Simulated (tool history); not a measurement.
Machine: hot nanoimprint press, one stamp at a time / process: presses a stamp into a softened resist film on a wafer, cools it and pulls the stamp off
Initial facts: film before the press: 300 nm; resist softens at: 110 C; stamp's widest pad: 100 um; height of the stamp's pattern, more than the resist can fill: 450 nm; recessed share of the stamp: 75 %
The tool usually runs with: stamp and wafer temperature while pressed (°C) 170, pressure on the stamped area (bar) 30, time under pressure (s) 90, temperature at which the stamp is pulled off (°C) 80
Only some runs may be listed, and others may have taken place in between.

| run | hour | stamp and wafer temperature while pressed (°C) | pressure on the stamped area (bar) | time under pressure (s) | temperature at which the stamp is pulled off (°C) | resist left under the stamp's widest pad (angstrom) | greatest force while the stamp is pulled off (N) |
|---|---|---|---|---|---|---|---|
| 1 | 0 | 170 | 30 | 90 | 80 | 1627 | 189 |
| 2 | 6.5 | 170 | 30 | 90 | 72 | 1635 | 235 |
| 3 | 13.7 | 170 | 30 | 90 | 72 | 1623 | 236 |
|  | 22.5 | stamp cleaned and given a new release coat |
| 4 | 24.1 | 165 | 30 | 90 | 80 | 1948 | 128 |
| 5 | 29.2 | 165 | 30 | 90 | 80 | 1941 | 128 |
| 6 | 33.1 | 170 | 30 | 90 | 80 | 1624 | 129 |
| 7 | 38.8 | 170 | 30 | 90 | 80 | 1625 | 130 |
| 8 | 43.5 | 170 | 30 | 90 | 80 | 1618 | 127 |
| 9 | 50.9 | 170 | 30 | 90 | 80 | 1626 | 129 |
| 10 | 58.6 | 170 | 26.1 | 90 | 80 | 1719 | 131 |
| 11 | 63.6 | 170 | 30 | 90 | 80 | 1620 | 132 |
| 12 | 69 | 170 | 30 | 90 | 80 | 1621 | 133 |
| 13 | 73.4 | 178 | 30 | 90 | 80 | 1195 | 134 |
| 14 | 79.2 | 178 | 30 | 90 | 80 | 1195 | 136 |
|  | 82.7 | plate thermocouple calibrated |
| 15 | 91.1 | 170 | 25.4 | 90 | 80 | 1730 | 136 |
| 16 | 100 | 170 | 30 | 125 | 66 | 1439 | 187 |
| 17 | 108.2 | 170 | 30 | 125 | 66 | 1435 | 180 |
| 18 | 114.3 | 170 | 30 | 125 | 66 | 1431 | 182 |
|  | 120.3 | plate thermocouple calibrated, once more |
| 19 | 124.1 | 170 | 30 | 91 | 86 | 1637 | 120 |
| 20 | 130.5 | 170 | 30 | 91 | 86 | 1651 | 118 |
| 21 | 135 | 180 | 30 | 90 | 80 | 1132 | 140 |
| 22 | 142.4 | 173 | 36.1 | 94 | 80 | 1319 | 143 |
| 23 | 147.4 | 158 | 29.6 | 94 | 80 | 2401 | 141 |
| 24 | 154.6 | 173 | 24.2 | 94 | 69 | 1601 | 179 |
| 25 | 162.3 | 159 | 24.2 | 94 | 83 | 2458 | 134 |
| 26 | 167.6 | 176 | 33.4 | 94 | 75 | 1224 | 162 |
| 27 | 175.9 | 160 | 30 | 114 | 80 | 2176 | 139 |
| 28 | 184.2 | 160 | 30 | 81 | 80 | 2334 | 145 |
| 29 | 190.7 | 169 | 42 | 90 | 68 | 1459 | 191 |
| 30 | 198.3 | 169 | 42 | 90 | 68 | 1463 | 191 |

Results for each run, recomputed without the tool's hidden state and with each run's random variation untouched:
What the log doesn't record here: true temperature over the reading, C; pressure that arrives at the usual setting, %; grip of the stamp's worn release coat, % over a new coat's; drift of the gauge itself on residual_nm, %; drift of the gauge itself on pull_off_n, %.
| run | resist left under the stamp's widest pad (angstrom) | greatest force while the stamp is pulled off (N) |
|---|---|---|
| 1 | 1656 | 128 |
| 2 | 1665 | 158 |
| 3 | 1653 | 158 |
| 4 | 1980 | 130 |
| 5 | 1974 | 129 |
| 6 | 1655 | 130 |
| 7 | 1656 | 131 |
| 8 | 1650 | 127 |
| 9 | 1658 | 128 |
| 10 | 1753 | 130 |
| 11 | 1653 | 131 |
| 12 | 1654 | 130 |
| 13 | 1221 | 131 |
| 14 | 1221 | 133 |
| 15 | 1782 | 133 |
| 16 | 1489 | 180 |
| 17 | 1485 | 173 |
| 18 | 1481 | 174 |
| 19 | 1641 | 112 |
| 20 | 1656 | 110 |
| 21 | 1135 | 131 |
| 22 | 1323 | 133 |
| 23 | 2408 | 131 |
| 24 | 1608 | 164 |
| 25 | 2466 | 122 |
| 26 | 1230 | 148 |
| 27 | 2186 | 126 |
| 28 | 2344 | 131 |
| 29 | 1466 | 172 |
| 30 | 1471 | 170 |

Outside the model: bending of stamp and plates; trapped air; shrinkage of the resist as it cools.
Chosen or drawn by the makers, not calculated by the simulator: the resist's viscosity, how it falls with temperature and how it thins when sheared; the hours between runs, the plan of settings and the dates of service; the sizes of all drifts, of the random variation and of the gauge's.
